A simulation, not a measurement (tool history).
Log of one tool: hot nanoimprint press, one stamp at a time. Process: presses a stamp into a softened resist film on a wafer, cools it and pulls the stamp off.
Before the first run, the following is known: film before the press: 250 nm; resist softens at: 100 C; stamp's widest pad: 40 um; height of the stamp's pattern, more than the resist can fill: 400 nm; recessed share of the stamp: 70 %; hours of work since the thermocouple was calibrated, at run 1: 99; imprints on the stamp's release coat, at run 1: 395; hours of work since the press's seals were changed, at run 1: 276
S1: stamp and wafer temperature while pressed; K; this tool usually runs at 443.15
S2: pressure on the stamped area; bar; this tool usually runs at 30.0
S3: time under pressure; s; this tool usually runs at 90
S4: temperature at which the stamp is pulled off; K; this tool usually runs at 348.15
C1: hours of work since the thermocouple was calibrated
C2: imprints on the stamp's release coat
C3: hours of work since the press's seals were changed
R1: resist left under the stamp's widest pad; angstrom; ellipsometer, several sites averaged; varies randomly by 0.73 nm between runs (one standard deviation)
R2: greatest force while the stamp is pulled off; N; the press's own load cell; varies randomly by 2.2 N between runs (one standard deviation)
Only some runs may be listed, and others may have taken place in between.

{"run": 1, "hour": 0.0, "S1": 443.15, "S2": 30.0, "S3": 90, "S4": 348.15, "C1": 99, "C2": 395, "C3": 276, "R1": 888, "R2": 110}
{"run": 2, "hour": 10.8, "S1": 443.15, "S2": 30.0, "S3": 90, "S4": 348.15, "C1": 104, "C2": 422, "C3": 281, "R1": 911, "R2": 106}
{"run": 3, "hour": 26.7, "S1": 443.15, "S2": 30.0, "S3": 90, "S4": 348.15, "C1": 111, "C2": 462, "C3": 289, "R1": 921, "R2": 111}
{"run": 4, "hour": 44.5, "S1": 443.15, "S2": 30.0, "S3": 90, "S4": 348.15, "C1": 119, "C2": 506, "C3": 297, "R1": 908, "R2": 103}
{"run": 5, "hour": 56.6, "S1": 443.15, "S2": 19.8, "S3": 90, "S4": 348.15, "C1": 125, "C2": 536, "C3": 302, "R1": 1151, "R2": 115}
{"run": 6, "hour": 72.9, "S1": 443.15, "S2": 30.0, "S3": 90, "S4": 348.15, "C1": 132, "C2": 577, "C3": 310, "R1": 919, "R2": 110}
{"run": 7, "hour": 85.9, "S1": 443.15, "S2": 30.0, "S3": 90, "S4": 348.15, "C1": 138, "C2": 609, "C3": 316, "R1": 910, "R2": 113}
{"run": 8, "hour": 106.0, "S1": 443.15, "S2": 30.0, "S3": 90, "S4": 334.15, "C1": 147, "C2": 659, "C3": 325, "R1": 910, "R2": 147}
{"run": 9, "hour": 117.7, "S1": 443.15, "S2": 30.0, "S3": 90, "S4": 348.15, "C1": 153, "C2": 689, "C3": 331, "R1": 922, "R2": 117}
{"run": 10, "hour": 128.4, "S1": 443.15, "S2": 22.1, "S3": 90, "S4": 348.15, "C1": 158, "C2": 715, "C3": 336, "R1": 1090, "R2": 115}
{"run": 11, "hour": 143.0, "S1": 443.15, "S2": 22.1, "S3": 90, "S4": 348.15, "C1": 165, "C2": 752, "C3": 342, "R1": 1095, "R2": 113}
{"run": 12, "hour": 152.8, "S1": 447.15, "S2": 22.1, "S3": 90, "S4": 348.15, "C1": 169, "C2": 776, "C3": 347, "R1": 937, "R2": 118}
{"run": 13, "hour": 164.4, "S1": 443.15, "S2": 30.0, "S3": 98, "S4": 348.15, "C1": 174, "C2": 805, "C3": 352, "R1": 889, "R2": 120}
{"run": 14, "hour": 180.0, "S1": 443.15, "S2": 30.0, "S3": 98, "S4": 348.15, "C1": 182, "C2": 844, "C3": 359, "R1": 881, "R2": 119}
{"hour": 183.9, "done": "plate thermocouple calibrated"}
{"run": 15, "hour": 200.6, "S1": 443.15, "S2": 30.0, "S3": 98, "S4": 335.15, "C1": 8, "C2": 888, "C3": 367, "R1": 887, "R2": 144}
{"hour": 222.1, "done": "plate thermocouple calibrated, once more"}
{"run": 16, "hour": 223.0, "S1": 443.15, "S2": 31.6, "S3": 90, "S4": 348.15, "C1": 0, "C2": 936, "C3": 376, "R1": 887, "R2": 119}
{"run": 17, "hour": 233.8, "S1": 451.15, "S2": 25.0, "S3": 90, "S4": 348.15, "C1": 5, "C2": 963, "C3": 381, "R1": 737, "R2": 117}
{"run": 18, "hour": 248.6, "S1": 446.15, "S2": 30.0, "S3": 90, "S4": 348.15, "C1": 12, "C2": 1000, "C3": 388, "R1": 806, "R2": 122}
{"run": 19, "hour": 265.2, "S1": 443.15, "S2": 34.7, "S3": 56, "S4": 348.15, "C1": 20, "C2": 1041, "C3": 396, "R1": 974, "R2": 121}
{"run": 20, "hour": 282.1, "S1": 452.15, "S2": 30.0, "S3": 90, "S4": 350.15, "C1": 28, "C2": 1084, "C3": 404, "R1": 637, "R2": 120}
{"run": 21, "hour": 300.1, "S1": 447.15, "S2": 30.0, "S3": 77, "S4": 343.15, "C1": 36, "C2": 1128, "C3": 412, "R1": 814, "R2": 137}
{"run": 22, "hour": 318.1, "S1": 447.15, "S2": 30.0, "S3": 77, "S4": 343.15, "C1": 44, "C2": 1173, "C3": 420, "R1": 808, "R2": 137}
{"run": 23, "hour": 331.1, "S1": 452.15, "S2": 23.2, "S3": 165, "S4": 348.15, "C1": 50, "C2": 1206, "C3": 426, "R1": 603, "R2": 126}
{"run": 24, "hour": 348.9, "S1": 443.15, "S2": 38.5, "S3": 104, "S4": 346.15, "C1": 58, "C2": 1250, "C3": 434, "R1": 755, "R2": 136}
{"run": 25, "hour": 365.7, "S1": 450.15, "S2": 28.9, "S3": 90, "S4": 335.15, "C1": 66, "C2": 1292, "C3": 442, "R1": 705, "R2": 154}
{"run": 26, "hour": 374.9, "S1": 450.15, "S2": 28.9, "S3": 90, "S4": 335.15, "C1": 70, "C2": 1315, "C3": 446, "R1": 708, "R2": 164}
{"run": 27, "hour": 385.3, "S1": 450.15, "S2": 26.8, "S3": 90, "S4": 335.15, "C1": 75, "C2": 1341, "C3": 451, "R1": 733, "R2": 164}
{"run": 28, "hour": 403.8, "S1": 450.15, "S2": 26.8, "S3": 180, "S4": 335.15, "C1": 84, "C2": 1387, "C3": 460, "R1": 583, "R2": 163}
{"run": 29, "hour": 421.3, "S1": 445.15, "S2": 30.0, "S3": 51, "S4": 348.15, "C1": 92, "C2": 1430, "C3": 468, "R1": 1032, "R2": 126}
{"run": 30, "hour": 440.0, "S1": 443.15, "S2": 30.0, "S3": 63, "S4": 350.15, "C1": 100, "C2": 1477, "C3": 477, "R1": 1037, "R2": 125}

For some of the steps in R1 from one run to the next: how much would appear even if the tool had no hidden state, given the settings, what came in and random variation, and how much remains for the hidden state plus any gauge scatter that the measured result and the result without hidden state don't share?
Hidden state present: true temperature over the reading, C; pressure that arrives at the usual setting, %; grip of the stamp's worn release coat, % over a new coat's; drift of the gauge itself on residual_nm, %; drift of the gauge itself on pull_off_n, %.
Run 4 -> 5: S2 30.0 -> 19.8. R1 +243 angstrom: hidden state -2, all else +245.
Run 15 -> 16: S2 30.0 -> 31.6, S3 98 -> 90, S4 335.15 -> 348.15, plate thermocouple calibrated, once more. R1 +0 angstrom: hidden state -15, all else +15.
Run 19 -> 20: S1 443.15 -> 452.15, S2 34.7 -> 30.0, S3 56 -> 90, S4 348.15 -> 350.15. R1 -337 angstrom: hidden state -8, all else -329.
Run 23 -> 24: S1 452.15 -> 443.15, S2 23.2 -> 38.5, S3 165 -> 104, S4 348.15 -> 346.15. R1 +152 angstrom: hidden state +14, all else +138.
Run 28 -> 29: S1 450.15 -> 445.15, S2 26.8 -> 30.0, S3 180 -> 51, S4 335.15 -> 348.15. R1 +449 angstrom: hidden state +15, all else +434.

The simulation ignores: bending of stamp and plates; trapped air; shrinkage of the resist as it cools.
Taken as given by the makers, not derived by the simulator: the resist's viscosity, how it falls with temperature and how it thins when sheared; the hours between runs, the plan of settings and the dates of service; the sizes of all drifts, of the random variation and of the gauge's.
